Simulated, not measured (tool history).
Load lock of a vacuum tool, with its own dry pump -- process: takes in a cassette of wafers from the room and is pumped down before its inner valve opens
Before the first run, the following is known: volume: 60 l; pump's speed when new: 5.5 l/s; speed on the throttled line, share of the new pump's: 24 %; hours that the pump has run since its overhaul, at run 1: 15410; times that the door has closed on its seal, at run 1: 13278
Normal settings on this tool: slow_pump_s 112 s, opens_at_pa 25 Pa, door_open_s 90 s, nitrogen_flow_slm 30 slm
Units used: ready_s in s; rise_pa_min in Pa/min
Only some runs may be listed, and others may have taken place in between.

| run | hour | slow_pump_s | opens_at_pa | door_open_s | nitrogen_flow_slm | hours that the pump has run since its overhaul | times that the door has closed on its seal | incoming humidity of the room's air, % | ready_s | rise_pa_min |
|---|---|---|---|---|---|---|---|---|---|---|
| 1 | 0.0 | 112 | 25 | 90 | 30 | 15410 | 13278 | 51.0 | 192.0 | 0.049 |
|  | 264.9 | dry pump taken out, an overhauled one fitted |
| 2 | 311.7 | 112 | 36 | 90 | 30 | 47 | 13656 | 45.2 | 173.8 | 0.052 |
| 3 | 651.3 | 112 | 36 | 90 | 30 | 386 | 14076 | 42.9 | 173.4 | 0.051 |
| 4 | 1100.1 | 112 | 36 | 90 | 30 | 835 | 14631 | 42.9 | 174.5 | 0.052 |
| 5 | 1516.8 | 112 | 25 | 209 | 30 | 1252 | 15146 | 46.4 | 173.4 | 0.077 |
| 6 | 2105.5 | 112 | 25 | 209 | 30 | 1841 | 15874 | 44.5 | 175.2 | 0.076 |
| 7 | 2676.3 | 112 | 25 | 196 | 30 | 2411 | 16580 | 42.6 | 178.2 | 0.076 |
| 8 | 3017.0 | 112 | 25 | 113 | 33 | 2752 | 17001 | 43.8 | 176.9 | 0.059 |
| 9 | 3425.6 | 112 | 25 | 113 | 33 | 3161 | 17507 | 47.2 | 178.4 | 0.054 |
| 10 | 3681.7 | 112 | 37 | 43 | 33 | 3417 | 17823 | 47.1 | 173.6 | 0.046 |
| 11 | 4013.2 | 112 | 25 | 75 | 30 | 3748 | 18233 | 43.0 | 179.7 | 0.052 |
| 12 | 4268.4 | 112 | 44 | 90 | 30 | 4003 | 18549 | 46.8 | 171.6 | 0.060 |
| 13 | 4542.7 | 112 | 44 | 90 | 30 | 4278 | 18888 | 44.8 | 171.9 | 0.054 |

4 ways to go on from here, each from the tool as it stands after run 13. What would each give?
| A | 4824.7 | 190 | 34 | 60 | 30 | 4560 | 19237 | 43.6 | ? | ? |
| B | 4824.7 | 112 | 45 | 85 | 30 | 4560 | 19237 | 43.5 | ? | ? |
| C | 4824.7 | 112 | 34 | 90 | 30 | 4560 | 19237 | 45.7 | ? | ? |
| D | 4824.7 | 112 | 44 | 52 | 30 | 4560 | 19237 | 43.7 | ? | ? |

| run | ready_s | rise_pa_min |
|---|---|---|
| A | 235.4 | 0.053 |
| B | 172.3 | 0.060 |
| C | 177.6 | 0.057 |
| D | 171.5 | 0.051 |
With no hidden state in the tool, these same runs would have given:
| run | ready_s | rise_pa_min |
|---|---|---|
| A | 233.1 | 0.026 |
| B | 169.2 | 0.034 |
| C | 174.2 | 0.031 |
| D | 168.3 | 0.025 |
